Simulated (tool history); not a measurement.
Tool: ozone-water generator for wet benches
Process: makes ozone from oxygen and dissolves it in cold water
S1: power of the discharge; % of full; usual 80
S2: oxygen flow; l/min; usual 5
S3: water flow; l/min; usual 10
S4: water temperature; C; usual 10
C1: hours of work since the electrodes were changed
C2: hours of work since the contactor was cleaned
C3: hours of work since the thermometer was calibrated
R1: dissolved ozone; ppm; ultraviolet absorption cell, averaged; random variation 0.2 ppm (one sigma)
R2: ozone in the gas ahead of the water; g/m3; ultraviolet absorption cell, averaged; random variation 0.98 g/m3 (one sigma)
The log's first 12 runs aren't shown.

| run | day | S1 | S2 | S3 | S4 | C1 | C2 | C3 | R1 | R2 |
|---|---|---|---|---|---|---|---|---|---|---|
| 13 | 11.096 | 80 | 5 | 10 | 10 | 342 | 1600 | 37 | 27.7 | 166 |
| 14 | 11.804 | 80 | 5 | 10 | 10 | 357 | 1615 | 52 | 27.6 | 167.8 |
| 15 | 12.5 | 80 | 5 | 10 | 10 | 372 | 1630 | 67 | 27.7 | 169.2 |
| 16 | 13.092 | 80 | 5 | 10 | 10 | 384 | 1643 | 79 | 27.8 | 168 |
| 17 | 14.179 | 80 | 5 | 10 | 10 | 407 | 1666 | 102 | 27.4 | 167.7 |
|  | 14.733 | water thermometer calibrated, once more |
| 18 | 15.475 | 80 | 4.44 | 11 | 10 | 434 | 1693 | 16 | 26.3 | 181.2 |
| 19 | 16.471 | 52 | 4.44 | 11 | 14 | 456 | 1714 | 37 | 19.6 | 140.6 |
| 20 | 17.475 | 45 | 5 | 8 | 10 | 477 | 1736 | 58 | 23.3 | 122 |
| 21 | 18.729 | 45 | 5 | 8 | 10 | 504 | 1762 | 85 | 23 | 121.7 |
| 22 | 19.275 | 45 | 5 | 8 | 10 | 515 | 1774 | 97 | 23.4 | 121.7 |
| 23 | 20.188 | 80 | 3.87 | 10 | 5 | 535 | 1793 | 116 | 31.1 | 197.2 |
| 24 | 21.275 | 50 | 3.87 | 10 | 13 | 558 | 1816 | 139 | 21 | 150.5 |
| 25 | 22.508 | 42 | 8.37 | 7 | 17 | 584 | 1843 | 165 | 17.1 | 83.9 |
| 26 | 23.454 | 81 | 5 | 9 | 7 | 604 | 1863 | 186 | 31.3 | 167.6 |
| 27 | 24.2 | 80 | 7.02 | 10 | 7 | 620 | 1879 | 201 | 27.1 | 133.5 |
| 28 | 24.754 | 73 | 5 | 10 | 8 | 632 | 1890 | 213 | 27.3 | 157.4 |
| 29 | 25.417 | 80 | 4.91 | 8 | 10 | 646 | 1905 | 227 | 32.2 | 168.1 |
| 30 | 26.271 | 80 | 5 | 12 | 10 | 664 | 1923 | 246 | 24.4 | 167.6 |
| 31 | 27.517 | 80 | 5 | 12 | 10 | 691 | 1949 | 272 | 24.2 | 165.1 |

Run 32 comes next. What will it give?
| 32 | 28.788 | 80 | 5 | 12 | 13 | 718 | 1976 | 299 | ? | ? |

{"run 32": {"R1": 22.9, "R2": 167.5}}
Without the tool's hidden state the same run would have given R1 23.6 ppm, R2 168.6 g/m3.

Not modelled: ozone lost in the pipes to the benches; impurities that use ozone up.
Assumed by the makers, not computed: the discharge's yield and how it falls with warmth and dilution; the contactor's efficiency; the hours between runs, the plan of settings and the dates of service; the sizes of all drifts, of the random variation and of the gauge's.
